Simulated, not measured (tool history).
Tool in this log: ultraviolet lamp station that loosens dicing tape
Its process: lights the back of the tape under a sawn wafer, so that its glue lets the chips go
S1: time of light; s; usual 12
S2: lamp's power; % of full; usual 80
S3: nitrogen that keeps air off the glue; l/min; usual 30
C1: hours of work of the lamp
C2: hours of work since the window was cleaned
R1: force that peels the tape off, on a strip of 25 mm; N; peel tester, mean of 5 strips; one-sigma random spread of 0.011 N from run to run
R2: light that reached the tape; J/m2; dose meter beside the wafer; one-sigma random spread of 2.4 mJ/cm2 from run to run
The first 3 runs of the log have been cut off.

run,hour,S1,S2,S3,C1,C2,R1,R2
4,71.1,12,80,30,311,205,0.455,2780
5,110.8,12,80,30,331,225,0.455,2770
6,141.7,7,80,30,347,240,1.018,1610
7,164.5,7,80,30,358,252,0.989,1610
8,201.6,7,80,30,377,271,0.981,1580
# hour 230.7: window cleaned of glue's vapour
9,241.9,16,80,30,397,6,0.289,3640
10,275.9,16,80,30,415,23,0.308,3640
11,316.4,16,80,30,435,43,0.294,3680
12,340.2,16,80,30,447,56,0.284,3670
13,384.7,16,80,30,470,78,0.302,3630
14,418.2,16,80,30,487,95,0.302,3660
15,446.8,12,80,30,501,110,0.458,2740
16,478.3,12,80,30,517,126,0.481,2780
17,517.6,12,80,30,537,146,0.467,2760
18,551.9,12,73,30,555,163,0.533,2540
19,574.1,12,73,30,566,174,0.557,2520
20,608.6,12,73,30,584,192,0.539,2500
21,638.6,7,80,30,599,207,1.009,1590
22,657.0,7,80,30,608,217,1.005,1620
23,692.2,7,69,16,626,234,1.390,1390
24,726.1,12,65,23,643,252,0.727,2190

Run 25 has not been measured yet. What should we expect?
25,764.2,7,84,23,663,271,?,?

{"run 25": {"R1": 1.028, "R2": 1650}}
The same run, on a tool lacking any hidden state, would have yielded R1 1.023 N, R2 1650 J/m2.
